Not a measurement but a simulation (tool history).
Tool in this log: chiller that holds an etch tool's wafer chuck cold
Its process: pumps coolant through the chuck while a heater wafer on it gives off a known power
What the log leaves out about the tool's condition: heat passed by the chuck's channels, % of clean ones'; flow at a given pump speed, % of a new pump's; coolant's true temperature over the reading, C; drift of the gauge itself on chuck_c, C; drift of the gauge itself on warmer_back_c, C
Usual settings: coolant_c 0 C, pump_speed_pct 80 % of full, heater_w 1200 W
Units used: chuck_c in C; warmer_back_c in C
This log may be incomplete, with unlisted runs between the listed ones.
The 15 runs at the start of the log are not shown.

| run | hour | coolant_c | pump_speed_pct | heater_w | hours since the coolant was changed and the channels were flushed | hours since the pump was overhauled | hours since the chiller's thermometer was calibrated | chuck_c | warmer_back_c |
|---|---|---|---|---|---|---|---|---|---|
| 16 | 2193.2 | 0 | 80 | 870 | 6080 | 4293 | 2773 | 8.7 | 3.19 |
| 17 | 2319.1 | 0 | 80 | 870 | 6206 | 4418 | 2899 | 8.8 | 3.22 |
| 18 | 2453.0 | -4 | 71 | 1507 | 6340 | 4552 | 3033 | 13.0 | 6.07 |
| 19 | 2601.2 | 0 | 65 | 1200 | 6488 | 4701 | 3181 | 14.8 | 5.44 |
| 20 | 2742.0 | 3 | 83 | 1039 | 6629 | 4841 | 3322 | 13.3 | 3.68 |
| 21 | 2910.1 | 3 | 83 | 1039 | 6797 | 5009 | 3490 | 13.2 | 3.72 |
| 22 | 3025.8 | -6 | 73 | 668 | 6913 | 5125 | 3606 | 1.4 | 2.78 |
| 23 | 3128.7 | 2 | 80 | 1200 | 7016 | 5228 | 3709 | 14.2 | 4.38 |
| 24 | 3272.5 | 0 | 78 | 1200 | 7160 | 5372 | 3852 | 12.3 | 4.55 |
| 25 | 3375.9 | 0 | 78 | 1200 | 7263 | 5475 | 3956 | 12.5 | 4.52 |
| 26 | 3586.2 | 0 | 78 | 1200 | 7473 | 5686 | 4166 | 12.5 | 4.57 |
| 27 | 3706.5 | 8 | 88 | 1250 | 7594 | 5806 | 4286 | 19.7 | 4.16 |
|  | 3751.4 | coolant changed, channels flushed |
| 28 | 3916.9 | 8 | 88 | 1250 | 165 | 6010 | 4491 | 19.4 | 4.26 |
| 29 | 4119.3 | 1 | 78 | 1000 | 368 | 6213 | 4693 | 11.3 | 3.93 |
| 30 | 4239.5 | 1 | 78 | 1000 | 488 | 6333 | 4813 | 11.4 | 3.88 |
| 31 | 4380.2 | 0 | 68 | 703 | 629 | 6474 | 4954 | 8.1 | 3.35 |

What if the next run were any one of these 3? Each begins from the tool's condition after run 31:
| A | 4575.2 | 1 | 95 | 1202 | 824 | 6669 | 5149 | ? | ? |
| B | 4575.2 | -5 | 69 | 1466 | 824 | 6669 | 5149 | ? | ? |
| C | 4575.2 | 4 | 68 | 801 | 824 | 6669 | 5149 | ? | ? |

| run | chuck_c | warmer_back_c |
|---|---|---|
| A | 11.4 | 3.86 |
| B | 12.0 | 6.35 |
| C | 13.6 | 3.74 |
Without the tool's hidden state the same runs would have given:
| run | chuck_c | warmer_back_c |
|---|---|---|
| A | 11.4 | 3.37 |
| B | 12.0 | 5.86 |
| C | 13.6 | 3.25 |
